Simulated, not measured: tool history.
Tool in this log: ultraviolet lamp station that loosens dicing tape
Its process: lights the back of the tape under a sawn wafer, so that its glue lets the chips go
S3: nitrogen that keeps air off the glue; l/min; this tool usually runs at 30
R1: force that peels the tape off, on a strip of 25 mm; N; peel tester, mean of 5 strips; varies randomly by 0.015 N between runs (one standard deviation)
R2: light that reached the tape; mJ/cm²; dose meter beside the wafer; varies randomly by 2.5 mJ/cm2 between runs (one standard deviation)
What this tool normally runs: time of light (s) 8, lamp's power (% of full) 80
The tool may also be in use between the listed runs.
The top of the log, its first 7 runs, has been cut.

run 8 day=9.971 | time_of_light_(s)=8 lamp's_power_(%_of_full)=87 S3=30 | R1=0.616 R2=313
run 9 day=10.842 | time_of_light_(s)=8 lamp's_power_(%_of_full)=80 S3=30 | R1=0.714 R2=288
run 10 day=11.754 | time_of_light_(s)=8 lamp's_power_(%_of_full)=80 S3=30 | R1=0.682 R2=285
run 11 day=13.062 | time_of_light_(s)=8 lamp's_power_(%_of_full)=80 S3=18 | R1=1.123 R2=292
run 12 day=14.108 | time_of_light_(s)=8 lamp's_power_(%_of_full)=80 S3=18 | R1=1.097 R2=288
run 13 day=15.683 | time_of_light_(s)=8 lamp's_power_(%_of_full)=80 S3=30 | R1=0.717 R2=288
run 14 day=16.608 | time_of_light_(s)=8 lamp's_power_(%_of_full)=80 S3=57 | R1=0.481 R2=287
run 15 day=17.621 | time_of_light_(s)=8 lamp's_power_(%_of_full)=65 S3=30 | R1=1.137 R2=233
run 16 day=19.050 | time_of_light_(s)=8 lamp's_power_(%_of_full)=75 S3=30 | R1=0.837 R2=271
run 17 day=20.125 | time_of_light_(s)=8 lamp's_power_(%_of_full)=75 S3=30 | R1=0.851 R2=270
-- day=20.692 lamp changed
run 18 day=21.729 | time_of_light_(s)=8 lamp's_power_(%_of_full)=80 S3=30 | R1=0.764 R2=288
run 19 day=22.842 | time_of_light_(s)=8 lamp's_power_(%_of_full)=80 S3=30 | R1=0.729 R2=288
run 20 day=24.354 | time_of_light_(s)=8 lamp's_power_(%_of_full)=80 S3=30 | R1=0.714 R2=291
run 21 day=25.317 | time_of_light_(s)=8 lamp's_power_(%_of_full)=80 S3=13 | R1=1.456 R2=286
run 22 day=26.454 | time_of_light_(s)=8 lamp's_power_(%_of_full)=80 S3=13 | R1=1.407 R2=287
run 23 day=27.717 | time_of_light_(s)=7 lamp's_power_(%_of_full)=80 S3=30 | R1=0.966 R2=249
run 24 day=29.221 | time_of_light_(s)=7 lamp's_power_(%_of_full)=93 S3=40 | R1=0.565 R2=293
run 25 day=30.742 | time_of_light_(s)=8 lamp's_power_(%_of_full)=89 S3=55 | R1=0.390 R2=318
run 26 day=31.796 | time_of_light_(s)=8 lamp's_power_(%_of_full)=89 S3=55 | R1=0.384 R2=321
run 27 day=32.679 | time_of_light_(s)=8 lamp's_power_(%_of_full)=75 S3=9 | R1=2.029 R2=273
run 28 day=33.750 | time_of_light_(s)=12 lamp's_power_(%_of_full)=76 S3=24 | R1=0.436 R2=413
run 29 day=35.254 | time_of_light_(s)=6 lamp's_power_(%_of_full)=95 S3=50 | R1=0.655 R2=255
run 30 day=36.558 | time_of_light_(s)=6 lamp's_power_(%_of_full)=95 S3=50 | R1=0.654 R2=256
run 31 day=37.338 | time_of_light_(s)=12 lamp's_power_(%_of_full)=80 S3=30 | R1=0.349 R2=435
run 32 day=38.342 | time_of_light_(s)=12 lamp's_power_(%_of_full)=80 S3=30 | R1=0.341 R2=435

Expected results for the next run?
run 33 day=39.996 | time_of_light_(s)=4 lamp's_power_(%_of_full)=80 S3=21 | R1=? R2=?

{"run 33": {"R1": 2.897, "R2": 146}}
With the hidden condition absent and the run-to-run variation left alone, this run would have shown R1 2.885 N, R2 147 mJ/cm².
